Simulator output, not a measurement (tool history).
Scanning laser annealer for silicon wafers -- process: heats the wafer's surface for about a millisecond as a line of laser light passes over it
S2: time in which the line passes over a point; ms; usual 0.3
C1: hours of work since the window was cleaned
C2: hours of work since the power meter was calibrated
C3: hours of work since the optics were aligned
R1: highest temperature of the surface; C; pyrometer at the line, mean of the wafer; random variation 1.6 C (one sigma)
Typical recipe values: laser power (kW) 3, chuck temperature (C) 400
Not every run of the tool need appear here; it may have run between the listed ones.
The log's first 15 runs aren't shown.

run 16 hour=182.3 | laser_power_(kW)=3 S2=0.3 chuck_temperature_(C)=362 | C1=196 C2=181 C3=944 | R1=1062
run 17 hour=190.3 | laser_power_(kW)=3 S2=0.3 chuck_temperature_(C)=362 | C1=200 C2=185 C3=948 | R1=1063
run 18 hour=206 | laser_power_(kW)=3 S2=0.3 chuck_temperature_(C)=373 | C1=209 C2=194 C3=957 | R1=1075
run 19 hour=218 | laser_power_(kW)=3 S2=0.3 chuck_temperature_(C)=373 | C1=216 C2=201 C3=964 | R1=1071
run 20 hour=227.5 | laser_power_(kW)=2.883 S2=0.303 chuck_temperature_(C)=414 | C1=221 C2=206 C3=969 | R1=1086
run 21 hour=240.6 | laser_power_(kW)=2.883 S2=0.303 chuck_temperature_(C)=414 | C1=229 C2=213 C3=976 | R1=1088
run 22 hour=253.4 | laser_power_(kW)=2.883 S2=0.303 chuck_temperature_(C)=419 | C1=236 C2=221 C3=984 | R1=1092
run 23 hour=266.5 | laser_power_(kW)=3.103 S2=0.34 chuck_temperature_(C)=382 | C1=243 C2=228 C3=991 | R1=1152
run 24 hour=274.2 | laser_power_(kW)=2.956 S2=0.34 chuck_temperature_(C)=382 | C1=248 C2=232 C3=995 | R1=1108
run 25 hour=286.2 | laser_power_(kW)=3.059 S2=0.327 chuck_temperature_(C)=427 | C1=254 C2=239 C3=1002 | R1=1170
run 26 hour=302.4 | laser_power_(kW)=3 S2=0.272 chuck_temperature_(C)=385 | C1=263 C2=248 C3=1011 | R1=1057
run 27 hour=313.4 | laser_power_(kW)=3 S2=0.272 chuck_temperature_(C)=385 | C1=270 C2=254 C3=1017 | R1=1058
run 28 hour=323.6 | laser_power_(kW)=3 S2=0.272 chuck_temperature_(C)=385 | C1=275 C2=260 C3=1023 | R1=1058
run 29 hour=336.6 | laser_power_(kW)=2.879 S2=0.233 chuck_temperature_(C)=385 | C1=283 C2=267 C3=1030 | R1=985
run 30 hour=350.9 | laser_power_(kW)=3.255 S2=0.284 chuck_temperature_(C)=400 | C1=291 C2=275 C3=1038 | R1=1151
run 31 hour=367.8 | laser_power_(kW)=2.653 S2=0.3 chuck_temperature_(C)=369 | C1=300 C2=285 C3=1048 | R1=976
run 32 hour=382.4 | laser_power_(kW)=3 S2=0.275 chuck_temperature_(C)=400 | C1=308 C2=293 C3=1056 | R1=1076
run 33 hour=390.6 | laser_power_(kW)=3 S2=0.275 chuck_temperature_(C)=367 | C1=313 C2=298 C3=1061 | R1=1045
run 34 hour=405 | laser_power_(kW)=3 S2=0.35 chuck_temperature_(C)=378 | C1=321 C2=306 C3=1069 | R1=1131

Predict the results of run 35:
run 35 hour=414.9 | laser_power_(kW)=3.277 S2=0.28 chuck_temperature_(C)=368 | C1=327 C2=311 C3=1074 | R1=?

{"run 35": {"R1": 1123}}
Were there no unlogged condition in the tool, this run, its random variation unchanged, would have produced R1 1125 C.
